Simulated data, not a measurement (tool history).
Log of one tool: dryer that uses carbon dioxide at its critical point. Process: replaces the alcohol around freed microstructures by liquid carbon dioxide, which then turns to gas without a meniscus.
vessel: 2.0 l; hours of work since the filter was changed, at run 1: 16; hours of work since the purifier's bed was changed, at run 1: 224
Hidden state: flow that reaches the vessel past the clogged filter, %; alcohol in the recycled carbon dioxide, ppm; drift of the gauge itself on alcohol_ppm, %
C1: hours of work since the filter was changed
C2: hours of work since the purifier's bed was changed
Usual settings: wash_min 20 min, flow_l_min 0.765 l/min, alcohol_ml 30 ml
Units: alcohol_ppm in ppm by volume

run 1 hour=0 | wash_min=20 flow_l_min=0.765 alcohol_ml=30 | C1=16 C2=224 | alcohol_ppm=139
run 2 hour=23 | wash_min=20 flow_l_min=0.765 alcohol_ml=30 | C1=23 C2=231 | alcohol_ppm=147
run 3 hour=41.2 | wash_min=20 flow_l_min=0.765 alcohol_ml=30 | C1=28 C2=236 | alcohol_ppm=135
run 4 hour=64.6 | wash_min=20 flow_l_min=0.558 alcohol_ml=30 | C1=35 C2=244 | alcohol_ppm=281
run 5 hour=88.9 | wash_min=20 flow_l_min=0.558 alcohol_ml=30 | C1=43 C2=251 | alcohol_ppm=284
run 6 hour=117.7 | wash_min=20 flow_l_min=0.765 alcohol_ml=30 | C1=52 C2=260 | alcohol_ppm=149
run 7 hour=145.7 | wash_min=20 flow_l_min=0.765 alcohol_ml=30 | C1=60 C2=268 | alcohol_ppm=154
run 8 hour=158.3 | wash_min=20 flow_l_min=0.765 alcohol_ml=30 | C1=64 C2=272 | alcohol_ppm=149
run 9 hour=178.1 | wash_min=20 flow_l_min=0.765 alcohol_ml=86 | C1=70 C2=278 | alcohol_ppm=246
run 10 hour=198 | wash_min=20 flow_l_min=0.765 alcohol_ml=86 | C1=76 C2=284 | alcohol_ppm=228
run 11 hour=220.3 | wash_min=20 flow_l_min=0.765 alcohol_ml=30 | C1=83 C2=291 | alcohol_ppm=164
run 12 hour=250 | wash_min=20 flow_l_min=0.765 alcohol_ml=30 | C1=92 C2=300 | alcohol_ppm=169
run 13 hour=275.1 | wash_min=20 flow_l_min=0.765 alcohol_ml=30 | C1=99 C2=307 | alcohol_ppm=158
run 14 hour=305 | wash_min=20 flow_l_min=0.765 alcohol_ml=30 | C1=108 C2=316 | alcohol_ppm=180
run 15 hour=333 | wash_min=17 flow_l_min=0.765 alcohol_ml=30 | C1=117 C2=325 | alcohol_ppm=237
run 16 hour=349.9 | wash_min=17 flow_l_min=0.765 alcohol_ml=30 | C1=122 C2=330 | alcohol_ppm=242
run 17 hour=372.8 | wash_min=17 flow_l_min=0.765 alcohol_ml=30 | C1=129 C2=337 | alcohol_ppm=248
run 18 hour=400.6 | wash_min=17 flow_l_min=0.765 alcohol_ml=30 | C1=137 C2=345 | alcohol_ppm=256
run 19 hour=420.9 | wash_min=25 flow_l_min=0.597 alcohol_ml=84 | C1=143 C2=352 | alcohol_ppm=309
run 20 hour=440.5 | wash_min=13 flow_l_min=0.706 alcohol_ml=84 | C1=149 C2=357 | alcohol_ppm=1593
run 21 hour=467.7 | wash_min=13 flow_l_min=0.706 alcohol_ml=84 | C1=158 C2=366 | alcohol_ppm=1580
run 22 hour=494.3 | wash_min=13 flow_l_min=0.706 alcohol_ml=101 | C1=166 C2=374 | alcohol_ppm=1818
run 23 hour=517.9 | wash_min=21 flow_l_min=0.543 alcohol_ml=99 | C1=173 C2=381 | alcohol_ppm=864
run 24 hour=541.8 | wash_min=21 flow_l_min=0.543 alcohol_ml=99 | C1=180 C2=388 | alcohol_ppm=872
run 25 hour=555.2 | wash_min=21 flow_l_min=0.804 alcohol_ml=99 | C1=184 C2=392 | alcohol_ppm=271
run 26 hour=584.1 | wash_min=21 flow_l_min=0.804 alcohol_ml=99 | C1=193 C2=401 | alcohol_ppm=268
run 27 hour=600.6 | wash_min=23 flow_l_min=0.968 alcohol_ml=30 | C1=198 C2=406 | alcohol_ppm=159
run 28 hour=629.4 | wash_min=20 flow_l_min=0.587 alcohol_ml=105 | C1=207 C2=415 | alcohol_ppm=894

3 ways to go on from here, each from the tool as it stands after run 28. What would each give?
-- hour=634.6 inlet filter changed
run A hour=657.2 | wash_min=20 flow_l_min=0.946 alcohol_ml=30 | C1=7 C2=423 | alcohol_ppm=?
-- hour=634.6 inlet filter changed
run B hour=657.2 | wash_min=15 flow_l_min=0.765 alcohol_ml=30 | C1=7 C2=423 | alcohol_ppm=?
-- hour=634.6 inlet filter changed
run C hour=657.2 | wash_min=20 flow_l_min=0.765 alcohol_ml=94 | C1=7 C2=423 | alcohol_ppm=?

run=A alcohol_ppm=186
run=B alcohol_ppm=326
run=C alcohol_ppm=278
Without the tool's hidden state the same runs would have given:
run=A alcohol_ppm=23
run=B alcohol_ppm=159
run=C alcohol_ppm=110

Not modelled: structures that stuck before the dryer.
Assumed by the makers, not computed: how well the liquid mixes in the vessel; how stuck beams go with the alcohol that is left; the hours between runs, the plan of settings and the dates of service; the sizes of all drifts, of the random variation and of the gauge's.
